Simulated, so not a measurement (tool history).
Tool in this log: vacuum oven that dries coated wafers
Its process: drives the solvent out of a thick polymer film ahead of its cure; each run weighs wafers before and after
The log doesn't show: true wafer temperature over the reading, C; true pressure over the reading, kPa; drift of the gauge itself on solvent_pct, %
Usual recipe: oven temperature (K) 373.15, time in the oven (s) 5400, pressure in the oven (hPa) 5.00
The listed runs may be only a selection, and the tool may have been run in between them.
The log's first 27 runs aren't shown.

| run | hour | oven temperature (K) | time in the oven (s) | pressure in the oven (hPa) | hours of work since the thermocouples were calibrated | hours of work since the vacuum gauge was cleaned of residue | solvent left in the film (%) |
|---|---|---|---|---|---|---|---|
| 28 | 741.2 | 373.15 | 5400 | 10.26 | 340 | 592 | 1.65 |
| 29 | 780.7 | 373.15 | 4260 | 10.75 | 361 | 613 | 2.46 |
| 30 | 817.6 | 387.15 | 5040 | 5.00 | 381 | 633 | 0.30 |
| 31 | 860.0 | 377.15 | 4260 | 5.00 | 404 | 656 | 1.40 |
| 32 | 883.2 | 377.15 | 4260 | 17.51 | 417 | 669 | 1.93 |
| 33 | 924.4 | 365.15 | 4440 | 2.81 | 440 | 691 | 4.09 |
| 34 | 952.9 | 374.15 | 7140 | 2.57 | 455 | 707 | 0.60 |
| 35 | 979.9 | 374.15 | 7140 | 2.57 | 470 | 722 | 0.61 |
| 36 | 1013.6 | 374.15 | 7140 | 2.57 | 488 | 740 | 0.61 |
| 37 | 1039.7 | 374.15 | 4200 | 9.50 | 502 | 754 | 2.24 |
| 38 | 1070.9 | 370.15 | 4200 | 12.97 | 519 | 771 | 3.38 |
| 39 | 1094.6 | 364.15 | 5100 | 18.17 | 532 | 784 | 4.63 |
| 40 | 1119.5 | 373.15 | 5400 | 4.08 | 546 | 798 | 1.37 |
| 41 | 1159.2 | 380.15 | 3720 | 5.00 | 568 | 820 | 1.28 |
| 42 | 1187.0 | 373.15 | 5400 | 3.38 | 583 | 835 | 1.33 |

Consider 4 possible next runs. They are alternatives, not a sequence: every one starts from the tool as it was left by run 42. What does each give?
| A | 1229.6 | 371.15 | 5880 | 19.29 | 606 | 858 | ? |
| B | 1229.6 | 373.15 | 5400 | 7.19 | 606 | 858 | ? |
| C | 1229.6 | 368.15 | 5400 | 3.38 | 606 | 858 | ? |
| D | 1229.6 | 380.15 | 5400 | 5.00 | 606 | 858 | ? |

| run | solvent left in the film (%) |
|---|---|
| A | 2.25 |
| B | 1.52 |
| C | 2.35 |
| D | 0.60 |
Had the tool no hidden state, the same runs would have come out as:
| run | solvent left in the film (%) |
|---|---|
| A | 2.17 |
| B | 1.44 |
| C | 2.29 |
| D | 0.50 |

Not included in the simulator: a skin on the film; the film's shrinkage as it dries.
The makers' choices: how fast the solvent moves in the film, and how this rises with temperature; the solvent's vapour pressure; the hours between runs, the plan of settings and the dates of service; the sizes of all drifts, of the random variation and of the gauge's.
